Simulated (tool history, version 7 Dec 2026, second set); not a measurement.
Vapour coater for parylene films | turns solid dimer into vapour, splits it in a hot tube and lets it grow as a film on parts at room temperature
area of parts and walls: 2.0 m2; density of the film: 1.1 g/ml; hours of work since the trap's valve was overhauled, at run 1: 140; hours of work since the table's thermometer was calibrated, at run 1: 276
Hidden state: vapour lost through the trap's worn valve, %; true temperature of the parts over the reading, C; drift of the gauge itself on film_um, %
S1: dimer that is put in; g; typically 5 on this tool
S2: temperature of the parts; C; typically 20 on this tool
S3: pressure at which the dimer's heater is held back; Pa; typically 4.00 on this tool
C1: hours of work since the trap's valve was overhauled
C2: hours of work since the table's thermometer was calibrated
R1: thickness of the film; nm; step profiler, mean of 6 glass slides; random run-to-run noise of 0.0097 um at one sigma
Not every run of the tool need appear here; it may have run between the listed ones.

| run | hour | S1 | S2 | S3 | C1 | C2 | R1 |
|---|---|---|---|---|---|---|---|
| 1 | 0.0 | 5 | 20 | 4.00 | 140 | 276 | 1404 |
| 2 | 10.3 | 5 | 20 | 4.00 | 147 | 283 | 1401 |
| 3 | 24.5 | 5 | 20 | 4.00 | 157 | 293 | 1392 |
| 4 | 33.9 | 5 | 20 | 4.00 | 164 | 299 | 1383 |
| 5 | 52.0 | 5 | 20 | 4.00 | 176 | 312 | 1396 |
| 6 | 68.8 | 4 | 20 | 4.00 | 188 | 323 | 1110 |
| 7 | 87.9 | 3 | 31 | 3.32 | 201 | 336 | 696 |
| 8 | 107.5 | 3 | 14 | 5.30 | 214 | 350 | 881 |
| 9 | 126.4 | 3 | 14 | 5.30 | 227 | 363 | 894 |
| 10 | 138.9 | 8 | 14 | 2.05 | 236 | 371 | 2782 |
| 11 | 155.1 | 8 | 14 | 2.05 | 247 | 382 | 2760 |

4 options for the next run, each taken on its own from the tool as it stands now. Forecast them:
| A | 170.0 | 3 | 21 | 6.68 | 257 | 393 | ? |
| B | 170.0 | 5 | 32 | 4.00 | 257 | 393 | ? |
| C | 170.0 | 3 | 12 | 6.59 | 257 | 393 | ? |
| D | 170.0 | 7 | 22 | 2.63 | 257 | 393 | ? |

| run | R1 |
|---|---|
| A | 731 |
| B | 1094 |
| C | 865 |
| D | 1985 |
Without the tool's hidden state the same runs would have given:
| run | R1 |
|---|---|
| A | 780 |
| B | 1166 |
| C | 923 |
| D | 2117 |
